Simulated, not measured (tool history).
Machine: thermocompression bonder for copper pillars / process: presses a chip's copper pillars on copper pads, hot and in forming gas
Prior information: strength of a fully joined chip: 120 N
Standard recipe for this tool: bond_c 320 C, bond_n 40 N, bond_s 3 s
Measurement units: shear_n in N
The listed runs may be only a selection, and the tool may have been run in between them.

| run | day | bond_c | bond_n | bond_s | shear_n |
|---|---|---|---|---|---|
| 1 | 0.000 | 320 | 40 | 3 | 54.0 |
| 2 | 0.538 | 350 | 40 | 3 | 68.0 |
| 3 | 1.229 | 350 | 40 | 3 | 67.3 |
| 4 | 1.712 | 324 | 40 | 3 | 55.3 |
| 5 | 2.379 | 324 | 40 | 3 | 55.9 |
| 6 | 3.038 | 320 | 40 | 3 | 54.3 |
| 7 | 3.667 | 320 | 40 | 3 | 53.5 |
| 8 | 4.129 | 320 | 40 | 3 | 53.3 |
| 9 | 4.542 | 320 | 40 | 3 | 53.2 |
| 10 | 5.046 | 320 | 40 | 3 | 53.1 |
| 11 | 5.512 | 320 | 56 | 3 | 71.3 |
| 12 | 6.092 | 320 | 56 | 3 | 71.1 |
|  | 6.458 | forming gas filter changed |
| 13 | 6.492 | 320 | 56 | 3 | 71.6 |
| 14 | 7.192 | 320 | 56 | 3 | 72.9 |
| 15 | 7.579 | 320 | 40 | 3 | 53.6 |
| 16 | 7.979 | 320 | 40 | 3 | 52.9 |
| 17 | 8.633 | 320 | 40 | 3 | 54.3 |
| 18 | 9.312 | 320 | 40 | 3 | 53.2 |
| 19 | 9.633 | 320 | 40 | 3 | 53.9 |
| 20 | 10.112 | 320 | 40 | 3 | 53.7 |
| 21 | 10.579 | 320 | 40 | 5 | 63.6 |
| 22 | 11.017 | 320 | 46 | 3 | 60.6 |
| 23 | 11.683 | 310 | 37 | 7 | 61.6 |
| 24 | 12.129 | 310 | 27 | 2 | 26.5 |
| 25 | 12.571 | 310 | 58 | 4 | 75.7 |
| 26 | 12.925 | 310 | 30 | 4 | 39.7 |
| 27 | 13.208 | 310 | 30 | 4 | 40.3 |
| 28 | 13.538 | 310 | 30 | 3 | 35.8 |
| 29 | 14.083 | 310 | 30 | 3 | 35.1 |
| 30 | 14.725 | 342 | 29 | 2 | 39.1 |
| 31 | 15.121 | 304 | 43 | 3 | 48.1 |
| 32 | 15.783 | 304 | 43 | 3 | 49.1 |
| 33 | 16.242 | 319 | 48 | 2 | 54.5 |
| 34 | 16.733 | 319 | 48 | 2 | 54.3 |
| 35 | 17.179 | 302 | 40 | 3 | 44.2 |
| 36 | 17.538 | 337 | 26 | 5 | 47.8 |
|  | 17.792 | forming gas filter changed |
| 37 | 17.900 | 303 | 53 | 2 | 50.7 |

Run 38, settings as shown, results not yet in. Your forecast:
| 38 | 18.596 | 315 | 46 | 2 | ? |

Run 38 produced shear_n 50.6 N.
Without the tool's hidden state the same run would have given shear_n 50.2 N.
